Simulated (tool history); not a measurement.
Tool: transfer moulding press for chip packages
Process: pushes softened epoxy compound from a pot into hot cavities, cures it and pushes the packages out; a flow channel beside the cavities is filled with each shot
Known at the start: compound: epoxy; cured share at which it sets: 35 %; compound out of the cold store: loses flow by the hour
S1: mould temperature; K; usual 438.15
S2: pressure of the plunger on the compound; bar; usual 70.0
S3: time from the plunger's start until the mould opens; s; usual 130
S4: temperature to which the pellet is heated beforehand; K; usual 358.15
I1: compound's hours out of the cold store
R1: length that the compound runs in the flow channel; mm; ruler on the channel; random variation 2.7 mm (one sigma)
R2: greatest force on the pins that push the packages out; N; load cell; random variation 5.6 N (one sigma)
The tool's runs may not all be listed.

run	hour	S1	S2	S3	S4	I1	R1	R2
1	0.0	438.15	70.0	130	358.15	36.0	591	268
# hour 27.8: cavities cleaned with cleaning compound and waxed
2	77.5	438.15	57.3	130	358.15	32.4	544	338
# hour 83.1: cavities cleaned with cleaning compound and waxed
# hour 142.4: cavities cleaned with cleaning compound and waxed
3	152.5	438.15	57.3	130	358.15	36.5	531	204
# hour 174.3: cavities cleaned with cleaning compound and waxed, once more
4	212.3	438.15	70.0	150	358.15	23.1	620	240
# hour 229.8: cavities cleaned with cleaning compound and waxed
5	276.1	438.15	70.0	150	358.15	11.1	650	256
# hour 287.1: cavities cleaned with cleaning compound and waxed
6	322.9	440.15	70.0	130	358.15	39.9	564	252
# hour 341.3: cavities cleaned with cleaning compound and waxed
# hour 350.1: plunger's sealing rings changed
7	393.7	440.15	87.2	130	358.15	47.9	632	261
# hour 401.4: cavities cleaned with cleaning compound and waxed
# hour 458.3: cavities cleaned with cleaning compound and waxed
8	461.7	438.15	70.0	130	354.15	35.6	603	208
9	501.0	438.15	73.0	130	354.15	15.6	676	301
# hour 511.9: cavities cleaned with cleaning compound and waxed
10	542.1	438.15	87.4	130	358.15	27.0	697	273
# hour 569.8: cavities cleaned with cleaning compound and waxed
11	590.9	438.15	72.0	130	358.15	16.3	662	258
# hour 626.2: cavities cleaned with cleaning compound and waxed
12	637.7	438.15	72.0	130	358.15	41.1	593	223
# hour 683.0: cavities cleaned with cleaning compound and waxed
13	691.5	438.15	70.0	130	358.15	46.6	568	221
# hour 737.6: cavities cleaned with cleaning compound and waxed
14	744.7	432.15	66.9	130	358.15	12.4	663	340
# hour 794.5: cavities cleaned with cleaning compound and waxed
15	800.7	445.15	70.0	119	363.15	41.5	570	186
# hour 849.0: cavities cleaned with cleaning compound and waxed
16	856.1	438.15	70.0	155	358.15	46.8	558	183
# hour 887.8: mould's thermocouples calibrated
# hour 907.7: cavities cleaned with cleaning compound and waxed
17	908.3	437.15	77.7	141	365.15	22.9	659	189
# hour 964.1: cavities cleaned with cleaning compound and waxed
18	967.7	439.15	55.2	124	358.15	10.0	583	210
# hour 1020.4: cavities cleaned with cleaning compound and waxed
19	1024.6	438.15	70.0	121	358.15	36.8	583	217
# hour 1079.0: plunger's sealing rings changed
# hour 1080.5: cavities cleaned with cleaning compound and waxed
20	1091.4	438.15	70.0	115	358.15	47.1	578	252
# hour 1136.8: cavities cleaned with cleaning compound and waxed
21	1146.9	444.15	54.1	147	358.15	18.5	563	192
# hour 1190.7: cavities cleaned with cleaning compound and waxed
22	1215.1	433.15	59.4	118	355.15	41.3	555	395
# hour 1248.4: cavities cleaned with cleaning compound and waxed
23	1273.1	440.15	86.0	112	360.15	33.8	669	284
# hour 1302.4: cavities cleaned with cleaning compound and waxed
24	1343.9	440.15	86.0	112	360.15	18.0	711	327
# hour 1358.3: cavities cleaned with cleaning compound and waxed
25	1401.5	439.15	70.0	112	358.15	27.9	615	351
# hour 1414.3: cavities cleaned with cleaning compound and waxed
# hour 1468.0: cavities cleaned with cleaning compound and waxed
26	1479.3	443.15	70.0	130	349.15	32.0	591	202

The same runs without the tool's hidden state, with the same run-to-run variation:
The hidden state here: true mould temperature over the reading, C; pressure that reaches the compound, % of what is set; grip of the stained cavities, % over clean ones'; drift of the gauge itself on flow_mm, %; drift of the gauge itself on push_out_n, %.
run	R1	R2
1	605	190
2	560	189
3	548	175
4	643	164
5	676	168
6	588	175
7	633	168
8	606	186
9	681	198
10	703	187
11	670	194
12	602	186
13	578	187
14	676	289
15	583	169
16	572	160
17	680	181
18	604	196
19	605	193
20	579	214
21	566	164
22	559	287
23	676	205
24	721	214
25	625	228
26	604	170
